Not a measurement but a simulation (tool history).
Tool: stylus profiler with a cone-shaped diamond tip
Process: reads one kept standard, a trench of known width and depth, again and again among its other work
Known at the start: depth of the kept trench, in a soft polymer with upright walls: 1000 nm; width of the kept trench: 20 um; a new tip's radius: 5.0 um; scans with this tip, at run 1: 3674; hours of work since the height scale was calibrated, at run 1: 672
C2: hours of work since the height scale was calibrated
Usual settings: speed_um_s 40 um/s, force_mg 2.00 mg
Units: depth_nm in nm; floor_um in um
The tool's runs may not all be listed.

run 1 hour=0.0 | speed_um_s=40 force_mg=2.00 | scans_with_this_tip=3674 C2=672 | depth_nm=1014.37 floor_um=13.90
run 2 hour=61.9 | speed_um_s=40 force_mg=2.00 | scans_with_this_tip=3825 C2=700 | depth_nm=1014.81 floor_um=13.84
run 3 hour=117.1 | speed_um_s=40 force_mg=2.00 | scans_with_this_tip=3961 C2=724 | depth_nm=1014.19 floor_um=13.84
run 4 hour=161.0 | speed_um_s=40 force_mg=2.00 | scans_with_this_tip=4068 C2=744 | depth_nm=1013.85 floor_um=13.85
run 5 hour=196.1 | speed_um_s=40 force_mg=2.00 | scans_with_this_tip=4154 C2=760 | depth_nm=1013.90 floor_um=13.82
run 6 hour=255.8 | speed_um_s=40 force_mg=0.75 | scans_with_this_tip=4301 C2=787 | depth_nm=1007.34 floor_um=13.76
run 7 hour=319.1 | speed_um_s=40 force_mg=0.75 | scans_with_this_tip=4456 C2=815 | depth_nm=1007.59 floor_um=13.68
run 8 hour=350.0 | speed_um_s=40 force_mg=2.00 | scans_with_this_tip=4531 C2=829 | depth_nm=1014.29 floor_um=13.86
run 9 hour=386.6 | speed_um_s=40 force_mg=2.00 | scans_with_this_tip=4621 C2=845 | depth_nm=1014.33 floor_um=13.79
run 10 hour=442.7 | speed_um_s=40 force_mg=2.00 | scans_with_this_tip=4758 C2=870 | depth_nm=1014.37 floor_um=13.80
run 11 hour=517.1 | speed_um_s=47 force_mg=2.00 | scans_with_this_tip=4941 C2=904 | depth_nm=1014.29 floor_um=13.83
run 12 hour=588.9 | speed_um_s=47 force_mg=2.00 | scans_with_this_tip=5117 C2=936 | depth_nm=1014.34 floor_um=13.77
run 13 hour=629.7 | speed_um_s=53 force_mg=2.00 | scans_with_this_tip=5217 C2=954 | depth_nm=1014.45 floor_um=13.81
run 14 hour=694.3 | speed_um_s=53 force_mg=2.00 | scans_with_this_tip=5375 C2=983 | depth_nm=1014.23 floor_um=13.76
run 15 hour=737.0 | speed_um_s=53 force_mg=2.00 | scans_with_this_tip=5480 C2=1002 | depth_nm=1014.27 floor_um=13.76
run 16 hour=772.3 | speed_um_s=40 force_mg=2.20 | scans_with_this_tip=5566 C2=1018 | depth_nm=1015.43 floor_um=13.88
run 17 hour=814.2 | speed_um_s=109 force_mg=2.00 | scans_with_this_tip=5669 C2=1037 | depth_nm=1014.03 floor_um=13.58
run 18 hour=845.8 | speed_um_s=134 force_mg=2.00 | scans_with_this_tip=5746 C2=1051 | depth_nm=1014.02 floor_um=13.40
run 19 hour=916.7 | speed_um_s=33 force_mg=3.35 | scans_with_this_tip=5920 C2=1083 | depth_nm=1020.00 floor_um=13.89
run 20 hour=950.0 | speed_um_s=22 force_mg=0.90 | scans_with_this_tip=6001 C2=1098 | depth_nm=1008.18 floor_um=13.83
run 21 hour=1003.7 | speed_um_s=83 force_mg=4.53 | scans_with_this_tip=6133 C2=1122 | depth_nm=1024.60 floor_um=13.78
run 22 hour=1039.7 | speed_um_s=83 force_mg=4.53 | scans_with_this_tip=6221 C2=1138 | depth_nm=1024.44 floor_um=13.76
run 23 hour=1078.4 | speed_um_s=136 force_mg=3.79 | scans_with_this_tip=6316 C2=1155 | depth_nm=1021.28 floor_um=13.56
run 24 hour=1147.0 | speed_um_s=70 force_mg=3.79 | scans_with_this_tip=6484 C2=1186 | depth_nm=1021.34 floor_um=13.72
run 25 hour=1189.6 | speed_um_s=70 force_mg=3.79 | scans_with_this_tip=6588 C2=1205 | depth_nm=1021.76 floor_um=13.74
run 26 hour=1263.4 | speed_um_s=91 force_mg=3.31 | scans_with_this_tip=6769 C2=1238 | depth_nm=1019.59 floor_um=13.69
run 27 hour=1331.7 | speed_um_s=91 force_mg=3.31 | scans_with_this_tip=6937 C2=1269 | depth_nm=1019.45 floor_um=13.68
run 28 hour=1368.3 | speed_um_s=24 force_mg=0.73 | scans_with_this_tip=7026 C2=1285 | depth_nm=1007.25 floor_um=13.89
run 29 hour=1406.6 | speed_um_s=36 force_mg=3.31 | scans_with_this_tip=7120 C2=1302 | depth_nm=1019.69 floor_um=13.89
run 30 hour=1460.2 | speed_um_s=36 force_mg=0.84 | scans_with_this_tip=7251 C2=1326 | depth_nm=1008.04 floor_um=13.73
run 31 hour=1495.9 | speed_um_s=36 force_mg=0.81 | scans_with_this_tip=7339 C2=1342 | depth_nm=1007.91 floor_um=13.71
run 32 hour=1534.2 | speed_um_s=36 force_mg=0.81 | scans_with_this_tip=7433 C2=1359 | depth_nm=1007.64 floor_um=13.69
run 33 hour=1592.1 | speed_um_s=36 force_mg=0.81 | scans_with_this_tip=7575 C2=1385 | depth_nm=1007.85 floor_um=13.74
run 34 hour=1662.2 | speed_um_s=36 force_mg=0.81 | scans_with_this_tip=7746 C2=1417 | depth_nm=1007.87 floor_um=13.75
run 35 hour=1729.0 | speed_um_s=38 force_mg=4.85 | scans_with_this_tip=7910 C2=1447 | depth_nm=1025.60 floor_um=13.84

Forecast each of these 4 alternatives for the next run:
run A hour=1768.7 | speed_um_s=36 force_mg=1.61 | scans_with_this_tip=8007 C2=1465 | depth_nm=? floor_um=?
run B hour=1768.7 | speed_um_s=38 force_mg=3.24 | scans_with_this_tip=8007 C2=1465 | depth_nm=? floor_um=?
run C hour=1768.7 | speed_um_s=36 force_mg=0.69 | scans_with_this_tip=8007 C2=1465 | depth_nm=? floor_um=?
run D hour=1768.7 | speed_um_s=121 force_mg=0.90 | scans_with_this_tip=8007 C2=1465 | depth_nm=? floor_um=?

run=A depth_nm=1011.81 floor_um=13.80
run=B depth_nm=1019.69 floor_um=13.91
run=C depth_nm=1007.05 floor_um=13.72
run=D depth_nm=1008.08 floor_um=13.23
Without the tool's hidden state the same runs would have given:
run=A depth_nm=1011.84 floor_um=13.81
run=B depth_nm=1019.73 floor_um=13.92
run=C depth_nm=1007.08 floor_um=13.73
run=D depth_nm=1008.12 floor_um=13.24

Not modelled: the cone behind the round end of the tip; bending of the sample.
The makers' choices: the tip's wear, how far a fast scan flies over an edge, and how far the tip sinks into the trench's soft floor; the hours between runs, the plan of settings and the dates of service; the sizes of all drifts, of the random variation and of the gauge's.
